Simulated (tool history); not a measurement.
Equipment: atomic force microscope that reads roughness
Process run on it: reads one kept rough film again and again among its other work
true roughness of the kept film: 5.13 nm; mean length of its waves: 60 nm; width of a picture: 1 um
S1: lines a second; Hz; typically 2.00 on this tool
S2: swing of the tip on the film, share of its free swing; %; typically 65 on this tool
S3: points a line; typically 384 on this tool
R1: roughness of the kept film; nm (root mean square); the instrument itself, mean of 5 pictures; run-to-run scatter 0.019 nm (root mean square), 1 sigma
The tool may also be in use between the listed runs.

Run 1, day 0.000: usual settings. Result: R1 4.276 nm (root mean square).
Run 2, day 1.129: usual settings. Result: R1 4.115 nm (root mean square).
Run 3, day 2.396: usual settings. Result: R1 4.367 nm (root mean square).
Run 4, day 3.875: usual settings. Result: R1 4.165 nm (root mean square).
Run 5, day 5.758: usual settings. Result: R1 4.310 nm (root mean square).
Run 6, day 7.738: usual settings but S2 73 %. Result: R1 4.264 nm (root mean square).
Run 7, day 9.700: usual settings but S2 73 %. Result: R1 3.975 nm (root mean square).
Run 8, day 10.754: usual settings but S2 73 %. Result: R1 4.245 nm (root mean square).
Run 9, day 11.788: usual settings but S2 75 %. Result: R1 4.053 nm (root mean square).
Run 10, day 13.896: usual settings. Result: R1 4.358 nm (root mean square).
Run 11, day 15.350: usual settings. Result: R1 4.144 nm (root mean square).
Run 12, day 16.638: usual settings. Result: R1 4.360 nm (root mean square).
Run 13, day 18.212: usual settings. Result: R1 4.143 nm (root mean square).
Run 14, day 20.038: usual settings but S1 0.86 Hz. Result: R1 4.478 nm (root mean square).
Run 15, day 21.308: usual settings but S1 0.86 Hz. Result: R1 4.297 nm (root mean square).
Run 16, day 22.396: usual settings but S1 0.86 Hz. Result: R1 4.549 nm (root mean square).
Run 17, day 24.225: usual settings but S1 1.33 Hz, S3 469. Result: R1 4.241 nm (root mean square).
Run 18, day 26.379: usual settings but S1 1.33 Hz, S3 469. Result: R1 4.371 nm (root mean square).
Run 19, day 28.179: usual settings but S1 0.94 Hz, S2 75 %, S3 400. Result: R1 4.394 nm (root mean square).
Run 20, day 29.596: usual settings but S1 1.23 Hz, S3 796. Result: R1 4.324 nm (root mean square).
Run 21, day 31.479: usual settings but S1 2.37 Hz, S2 84 %, S3 608. Result: R1 3.809 nm (root mean square).
Run 22, day 32.433: usual settings but S1 1.49 Hz, S3 951. Result: R1 4.293 nm (root mean square).
Run 23, day 34.054: usual settings but S1 0.96 Hz. Result: R1 4.525 nm (root mean square).
Run 24, day 36.033: usual settings but S1 1.06 Hz. Result: R1 4.251 nm (root mean square).
Run 25, day 37.404: usual settings but S1 0.58 Hz, S2 64 %, S3 332. Result: R1 4.506 nm (root mean square).
Run 26, day 38.371: usual settings but S1 0.84 Hz, S2 78 %, S3 883. Result: R1 4.228 nm (root mean square).
Run 27, day 39.508: usual settings but S1 3.27 Hz. Result: R1 4.313 nm (root mean square).
Run 28, day 40.608: usual settings but S1 1.25 Hz. Result: R1 4.364 nm (root mean square).
Run 29, day 41.662: usual settings but S1 0.76 Hz, S2 77 %, S3 405. Result: R1 4.197 nm (root mean square).
Run 30, day 43.142: usual settings but S1 2.73 Hz, S2 77 %, S3 405. Result: R1 3.879 nm (root mean square).
Run 31, day 44.621: usual settings but S1 2.73 Hz, S2 77 %, S3 405. Result: R1 3.727 nm (root mean square).

Taken out of this log: 15 entries between the listed runs. Where each belongs, and how the hidden state differs across it:
Run 2 -> run 3: new tip fitted (day 1.404)
  radius of the tip, nm: 27.3 -> 15.9; height scale over the true one, %: -1.13 -> -1.14
  difference, measured minus the result without the unlogged condition, R1: -0.429 -> -0.189 nm (root mean square)
Run 4 -> run 5: new tip fitted (day 4.404)
  radius of the tip, nm: 25 -> 18.5; height scale over the true one, %: -1.16 -> -1.19
  difference, measured minus the result without the unlogged condition, R1: -0.385 -> -0.250 nm (root mean square)
Run 5 -> run 6: new tip fitted (day 7.258)
  radius of the tip, nm: 18.5 -> 13.2; height scale over the true one, %: -1.19 -> -1.21
  difference, measured minus the result without the unlogged condition, R1: -0.250 -> -0.127 nm (root mean square)
Run 7 -> run 8: new tip fitted (day 10.238)
  radius of the tip, nm: 25.7 -> 14; height scale over the true one, %: -1.24 -> -1.25
  difference, measured minus the result without the unlogged condition, R1: -0.385 -> -0.145 nm (root mean square)
Run 9 -> run 10: new tip fitted (day 13.104)
  radius of the tip, nm: 20.6 -> 15.4; height scale over the true one, %: -1.27 -> -1.29
  difference, measured minus the result without the unlogged condition, R1: -0.284 -> -0.185 nm (root mean square)
Run 11 -> run 12: new tip fitted (day 15.971)
  radius of the tip, nm: 24.6 -> 15; height scale over the true one, %: -1.31 -> -1.33
  difference, measured minus the result without the unlogged condition, R1: -0.381 -> -0.177 nm (root mean square)
Run 13 -> run 14: new tip fitted (day 18.867)
  radius of the tip, nm: 24.4 -> 18.1; height scale over the true one, %: -1.35 -> -1.37
  difference, measured minus the result without the unlogged condition, R1: -0.380 -> -0.258 nm (root mean square)
Run 15 -> run 16: new tip fitted (day 21.879)
  radius of the tip, nm: 26.6 -> 13.6; height scale over the true one, %: -1.39 -> -1.4
  difference, measured minus the result without the unlogged condition, R1: -0.446 -> -0.153 nm (root mean square)
Run 17 -> run 18: new tip fitted (day 24.733)
  radius of the tip, nm: 24.7 -> 20.4; height scale over the true one, %: -1.43 -> -1.46
  difference, measured minus the result without the unlogged condition, R1: -0.399 -> -0.311 nm (root mean square)
Run 18 -> run 19: new tip fitted (day 27.567)
  radius of the tip, nm: 20.4 -> 14.1; height scale over the true one, %: -1.46 -> -1.48
  difference, measured minus the result without the unlogged condition, R1: -0.311 -> -0.163 nm (root mean square)
Run 20 -> run 21: new tip fitted (day 30.575)
  radius of the tip, nm: 22.9 -> 16.1; height scale over the true one, %: -1.5 -> -1.53
  difference, measured minus the result without the unlogged condition, R1: -0.367 -> -0.185 nm (root mean square)
Run 22 -> run 23: new tip fitted (day 33.462)
  radius of the tip, nm: 21.1 -> 13.7; height scale over the true one, %: -1.54 -> -1.56
  difference, measured minus the result without the unlogged condition, R1: -0.326 -> -0.162 nm (root mean square)
Run 24 -> run 25: new tip fitted (day 36.346)
  radius of the tip, nm: 26.1 -> 16.8; height scale over the true one, %: -1.59 -> -1.61
  difference, measured minus the result without the unlogged condition, R1: -0.439 -> -0.238 nm (root mean square)
Run 26 -> run 27: new tip fitted (day 39.304)
  radius of the tip, nm: 22.8 -> 11.6; height scale over the true one, %: -1.62 -> -1.64
  difference, measured minus the result without the unlogged condition, R1: -0.363 -> -0.108 nm (root mean square)
Run 29 -> run 30: new tip fitted (day 42.238)
  radius of the tip, nm: 25.1 -> 16.3; height scale over the true one, %: -1.67 -> -1.69
  difference, measured minus the result without the unlogged condition, R1: -0.414 -> -0.198 nm (root mean square)

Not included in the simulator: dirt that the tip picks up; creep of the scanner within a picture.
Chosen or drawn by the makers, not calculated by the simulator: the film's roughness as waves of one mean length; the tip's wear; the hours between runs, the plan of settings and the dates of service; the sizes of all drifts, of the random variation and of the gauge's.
